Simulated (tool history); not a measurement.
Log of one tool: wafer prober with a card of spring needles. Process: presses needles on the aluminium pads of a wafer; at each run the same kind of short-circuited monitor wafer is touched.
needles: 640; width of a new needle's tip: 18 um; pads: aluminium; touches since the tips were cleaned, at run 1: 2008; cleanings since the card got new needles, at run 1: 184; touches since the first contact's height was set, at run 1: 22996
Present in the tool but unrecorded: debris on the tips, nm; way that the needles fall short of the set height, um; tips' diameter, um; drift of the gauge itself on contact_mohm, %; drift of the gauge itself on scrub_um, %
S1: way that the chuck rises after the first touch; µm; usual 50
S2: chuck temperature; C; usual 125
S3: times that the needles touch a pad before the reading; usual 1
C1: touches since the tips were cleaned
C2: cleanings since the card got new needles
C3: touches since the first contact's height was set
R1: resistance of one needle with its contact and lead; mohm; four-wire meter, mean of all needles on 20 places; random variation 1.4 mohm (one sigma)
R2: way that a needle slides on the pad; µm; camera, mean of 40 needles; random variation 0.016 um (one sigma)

{"run": 1, "hour": 0.0, "S1": 50, "S2": 125, "S3": 1, "C1": 2008, "C2": 184, "C3": 22996, "R1": 209, "R2": 7.67}
{"hour": 4.6, "done": "tips cleaned on abrasive film"}
{"hour": 13.8, "done": "tips cleaned on abrasive film"}
{"hour": 25.3, "done": "tips cleaned on abrasive film"}
{"hour": 36.8, "done": "tips cleaned on abrasive film"}
{"hour": 46.0, "done": "tips cleaned on abrasive film"}
{"run": 2, "hour": 47.3, "S1": 50, "S2": 125, "S3": 1, "C1": 458, "C2": 189, "C3": 39001, "R1": 181, "R2": 7.54}
{"hour": 56.5, "done": "tips cleaned on abrasive film"}
{"hour": 68.0, "done": "tips cleaned on abrasive film"}
{"hour": 79.4, "done": "tips cleaned on abrasive film"}
{"run": 3, "hour": 82.9, "S1": 50, "S2": 125, "S3": 1, "C1": 1183, "C2": 192, "C3": 51067, "R1": 215, "R2": 7.48}
{"hour": 89.8, "done": "tips cleaned on abrasive film"}
{"hour": 99.0, "done": "tips cleaned on abrasive film"}
{"hour": 110.5, "done": "tips cleaned on abrasive film"}
{"hour": 121.5, "done": "tips cleaned on abrasive film"}
{"run": 4, "hour": 121.5, "S1": 50, "S2": 125, "S3": 1, "C1": 0, "C2": 196, "C3": 64127, "R1": 151, "R2": 7.43}
{"hour": 133.0, "done": "tips cleaned on abrasive film"}
{"hour": 142.2, "done": "tips cleaned on abrasive film"}
{"hour": 149.3, "done": "height of the first contact set anew"}
{"hour": 153.9, "done": "tips cleaned on abrasive film"}
{"hour": 165.4, "done": "tips cleaned on abrasive film"}
{"hour": 176.9, "done": "tips cleaned on abrasive film"}
{"run": 5, "hour": 180.4, "S1": 50, "S2": 125, "S3": 1, "C1": 1190, "C2": 201, "C3": 10518, "R1": 211, "R2": 7.69}
{"hour": 187.3, "done": "tips cleaned on abrasive film"}
{"hour": 198.7, "done": "tips cleaned on abrasive film"}
{"hour": 210.2, "done": "tips cleaned on abrasive film"}
{"hour": 219.4, "done": "tips cleaned on abrasive film"}
{"hour": 230.9, "done": "tips cleaned on abrasive film"}
{"hour": 242.3, "done": "tips cleaned on abrasive film"}
{"run": 6, "hour": 243.8, "S1": 50, "S2": 125, "S3": 1, "C1": 511, "C2": 207, "C3": 32015, "R1": 187, "R2": 7.59}
{"hour": 253.0, "done": "tips cleaned on abrasive film"}
{"hour": 264.5, "done": "tips cleaned on abrasive film"}
{"hour": 276.5, "done": "card fitted with new needles"}
{"hour": 288.0, "done": "tips cleaned on abrasive film"}
{"hour": 299.4, "done": "tips cleaned on abrasive film"}
{"hour": 310.9, "done": "tips cleaned on abrasive film"}
{"run": 7, "hour": 318.1, "S1": 50, "S2": 27, "S3": 1, "C1": 2446, "C2": 3, "C3": 14106, "R1": 169, "R2": 7.65}
{"hour": 320.4, "done": "tips cleaned on abrasive film, once more"}
{"hour": 331.9, "done": "tips cleaned on abrasive film"}
{"hour": 343.4, "done": "tips cleaned on abrasive film"}
{"hour": 354.8, "done": "tips cleaned on abrasive film"}
{"hour": 366.3, "done": "tips cleaned on abrasive film"}
{"run": 8, "hour": 370.3, "S1": 50, "S2": 27, "S3": 1, "C1": 1365, "C2": 8, "C3": 31795, "R1": 159, "R2": 7.61}
{"hour": 377.2, "done": "tips cleaned on abrasive film"}
{"hour": 388.7, "done": "tips cleaned on abrasive film"}
{"hour": 400.2, "done": "tips cleaned on abrasive film"}
{"hour": 411.6, "done": "tips cleaned on abrasive film"}
{"hour": 423.1, "done": "tips cleaned on abrasive film"}
{"run": 9, "hour": 428.5, "S1": 50, "S2": 125, "S3": 1, "C1": 1865, "C2": 13, "C3": 51539, "R1": 180, "R2": 7.57}
{"hour": 433.2, "done": "tips cleaned on abrasive film"}
{"hour": 444.7, "done": "tips cleaned on abrasive film"}
{"hour": 456.1, "done": "tips cleaned on abrasive film"}
{"run": 10, "hour": 456.7, "S1": 50, "S2": 125, "S3": 3, "C1": 207, "C2": 16, "C3": 61074, "R1": 133, "R2": 7.51}
{"hour": 465.9, "done": "tips cleaned on abrasive film"}
{"hour": 475.1, "done": "tips cleaned on abrasive film"}
{"hour": 484.3, "done": "tips cleaned on abrasive film"}
{"hour": 493.7, "done": "height of the first contact set anew"}
{"hour": 496.1, "done": "tips cleaned on abrasive film"}
{"run": 11, "hour": 499.6, "S1": 50, "S2": 125, "S3": 3, "C1": 1194, "C2": 20, "C3": 1972, "R1": 139, "R2": 7.73}
{"hour": 506.5, "done": "tips cleaned on abrasive film"}
{"hour": 518.0, "done": "tips cleaned on abrasive film"}
{"hour": 527.2, "done": "tips cleaned on abrasive film"}
{"hour": 538.6, "done": "tips cleaned on abrasive film"}
{"hour": 547.8, "done": "tips cleaned on abrasive film"}
{"hour": 559.3, "done": "tips cleaned on abrasive film"}
{"run": 12, "hour": 561.1, "S1": 50, "S2": 125, "S3": 3, "C1": 632, "C2": 26, "C3": 22814, "R1": 137, "R2": 7.61}
{"hour": 570.3, "done": "tips cleaned on abrasive film"}
{"hour": 581.8, "done": "tips cleaned on abrasive film"}
{"hour": 593.3, "done": "tips cleaned on abrasive film"}
{"hour": 602.5, "done": "tips cleaned on abrasive film"}
{"run": 13, "hour": 602.5, "S1": 39, "S2": 125, "S3": 2, "C1": 0, "C2": 30, "C3": 36819, "R1": 138, "R2": 5.87}
{"hour": 614.0, "done": "tips cleaned on abrasive film"}
{"hour": 625.4, "done": "tips cleaned on abrasive film"}
{"hour": 634.6, "done": "tips cleaned on abrasive film"}
{"hour": 646.1, "done": "tips cleaned on abrasive film"}
{"run": 14, "hour": 653.4, "S1": 39, "S2": 125, "S3": 2, "C1": 2503, "C2": 34, "C3": 54086, "R1": 200, "R2": 5.81}
{"hour": 655.8, "done": "tips cleaned on abrasive film"}
{"hour": 667.2, "done": "tips cleaned on abrasive film"}
{"hour": 678.7, "done": "tips cleaned on abrasive film"}
{"hour": 690.2, "done": "tips cleaned on abrasive film"}
{"hour": 701.7, "done": "tips cleaned on abrasive film"}
{"hour": 711.0, "done": "height of the first contact set anew"}
{"hour": 712.2, "done": "tips cleaned on abrasive film"}
{"run": 15, "hour": 712.2, "S1": 39, "S2": 125, "S3": 2, "C1": 0, "C2": 40, "C3": 366, "R1": 141, "R2": 6.02}
{"hour": 721.4, "done": "tips cleaned on abrasive film"}
{"hour": 730.6, "done": "tips cleaned on abrasive film"}
{"hour": 742.1, "done": "tips cleaned on abrasive film"}
{"hour": 751.3, "done": "tips cleaned on abrasive film"}
{"hour": 762.7, "done": "tips cleaned on abrasive film"}
{"run": 16, "hour": 770.0, "S1": 50, "S2": 55, "S3": 2, "C1": 2498, "C2": 45, "C3": 19966, "R1": 158, "R2": 7.66}
{"hour": 772.4, "done": "tips cleaned on abrasive film"}
{"hour": 781.6, "done": "tips cleaned on abrasive film"}
{"hour": 793.1, "done": "tips cleaned on abrasive film"}
{"hour": 802.3, "done": "tips cleaned on abrasive film"}
{"hour": 813.7, "done": "tips cleaned on abrasive film"}
{"hour": 822.9, "done": "tips cleaned on abrasive film"}
{"hour": 833.0, "done": "tips cleaned on abrasive film"}
{"run": 17, "hour": 833.0, "S1": 59, "S2": 125, "S3": 2, "C1": 0, "C2": 52, "C3": 41249, "R1": 130, "R2": 8.92}
{"hour": 842.2, "done": "tips cleaned on abrasive film"}
{"hour": 853.7, "done": "tips cleaned on abrasive film"}
{"hour": 865.1, "done": "tips cleaned on abrasive film"}
{"hour": 876.6, "done": "tips cleaned on abrasive film"}
{"hour": 885.8, "done": "tips cleaned on abrasive film"}
{"run": 18, "hour": 892.6, "S1": 36, "S2": 125, "S3": 2, "C1": 2318, "C2": 57, "C3": 61447, "R1": 215, "R2": 5.29}
{"hour": 897.2, "done": "tips cleaned on abrasive film"}
{"hour": 908.7, "done": "tips cleaned on abrasive film"}
{"hour": 920.2, "done": "tips cleaned on abrasive film"}
{"hour": 929.6, "done": "height of the first contact set anew"}
{"hour": 931.9, "done": "tips cleaned on abrasive film"}
{"hour": 943.4, "done": "tips cleaned on abrasive film"}
{"hour": 954.9, "done": "tips cleaned on abrasive film"}
{"run": 19, "hour": 955.0, "S1": 36, "S2": 125, "S3": 2, "C1": 54, "C2": 63, "C3": 8605, "R1": 153, "R2": 5.49}
{"hour": 964.2, "done": "tips cleaned on abrasive film"}
{"hour": 975.7, "done": "tips cleaned on abrasive film"}
{"hour": 987.2, "done": "tips cleaned on abrasive film"}
{"hour": 998.6, "done": "tips cleaned on abrasive film"}
{"hour": 1007.8, "done": "tips cleaned on abrasive film"}
{"run": 20, "hour": 1015.7, "S1": 50, "S2": 70, "S3": 1, "C1": 2700, "C2": 68, "C3": 29188, "R1": 202, "R2": 7.58}
{"hour": 1018.1, "done": "tips cleaned on abrasive film"}
{"hour": 1029.6, "done": "tips cleaned on abrasive film"}
{"hour": 1041.0, "done": "tips cleaned on abrasive film"}
{"hour": 1052.5, "done": "tips cleaned on abrasive film"}
{"hour": 1061.7, "done": "tips cleaned on abrasive film"}
{"run": 21, "hour": 1062.1, "S1": 50, "S2": 70, "S3": 1, "C1": 149, "C2": 73, "C3": 44884, "R1": 132, "R2": 7.54}
{"hour": 1071.3, "done": "tips cleaned on abrasive film"}
{"hour": 1080.5, "done": "tips cleaned on abrasive film"}
{"hour": 1092.0, "done": "tips cleaned on abrasive film"}
{"hour": 1103.5, "done": "tips cleaned on abrasive film"}
{"hour": 1114.9, "done": "tips cleaned on abrasive film"}
{"run": 22, "hour": 1120.6, "S1": 40, "S2": 70, "S3": 2, "C1": 1943, "C2": 78, "C3": 64704, "R1": 195, "R2": 5.88}
{"hour": 1125.3, "done": "tips cleaned on abrasive film"}
{"hour": 1136.7, "done": "tips cleaned on abrasive film"}
{"hour": 1145.9, "done": "tips cleaned on abrasive film"}
{"hour": 1146.2, "done": "height of the first contact set anew"}
{"run": 23, "hour": 1155.3, "S1": 43, "S2": 34, "S3": 1, "C1": 3090, "C2": 81, "C3": 3090, "R1": 244, "R2": 6.64}
{"hour": 1157.6, "done": "tips cleaned on abrasive film"}
{"hour": 1169.1, "done": "tips cleaned on abrasive film"}
{"hour": 1180.6, "done": "tips cleaned on abrasive film"}
{"hour": 1192.0, "done": "tips cleaned on abrasive film"}
{"run": 24, "hour": 1198.2, "S1": 43, "S2": 123, "S3": 1, "C1": 2095, "C2": 85, "C3": 17623, "R1": 220, "R2": 6.59}

What if the next run were any one of these 4? Each begins from the tool's condition after run 24:
{"hour": 1202.8, "done": "tips cleaned on abrasive film"}
{"hour": 1214.3, "done": "tips cleaned on abrasive film"}
{"hour": 1223.5, "done": "tips cleaned on abrasive film"}
{"hour": 1234.9, "done": "tips cleaned on abrasive film"}
{"hour": 1246.4, "done": "tips cleaned on abrasive film"}
{"run": "A", "hour": 1248.8, "S1": 46, "S2": 68, "S3": 2, "C1": 813, "C2": 90, "C3": 34759, "R1": "?", "R2": "?"}
{"hour": 1202.8, "done": "tips cleaned on abrasive film"}
{"hour": 1214.3, "done": "tips cleaned on abrasive film"}
{"hour": 1223.5, "done": "tips cleaned on abrasive film"}
{"hour": 1234.9, "done": "tips cleaned on abrasive film"}
{"hour": 1246.4, "done": "tips cleaned on abrasive film"}
{"run": "B", "hour": 1248.8, "S1": 40, "S2": 123, "S3": 2, "C1": 813, "C2": 90, "C3": 34759, "R1": "?", "R2": "?"}
{"hour": 1202.8, "done": "tips cleaned on abrasive film"}
{"hour": 1214.3, "done": "tips cleaned on abrasive film"}
{"hour": 1223.5, "done": "tips cleaned on abrasive film"}
{"hour": 1234.9, "done": "tips cleaned on abrasive film"}
{"hour": 1246.4, "done": "tips cleaned on abrasive film"}
{"run": "C", "hour": 1248.8, "S1": 30, "S2": 125, "S3": 1, "C1": 813, "C2": 90, "C3": 34759, "R1": "?", "R2": "?"}
{"hour": 1202.8, "done": "tips cleaned on abrasive film"}
{"hour": 1214.3, "done": "tips cleaned on abrasive film"}
{"hour": 1223.5, "done": "tips cleaned on abrasive film"}
{"hour": 1234.9, "done": "tips cleaned on abrasive film"}
{"hour": 1246.4, "done": "tips cleaned on abrasive film"}
{"run": "D", "hour": 1248.8, "S1": 43, "S2": 84, "S3": 1, "C1": 813, "C2": 90, "C3": 34759, "R1": "?", "R2": "?"}

run=A R1=151 R2=6.97
run=B R1=170 R2=6.04
run=C R1=247 R2=4.52
run=D R1=182 R2=6.49
What these runs would have given with no unlogged condition in the tool:
run=A R1=119 R2=7.12
run=B R1=130 R2=6.19
run=C R1=141 R2=4.67
run=D R1=125 R2=6.64
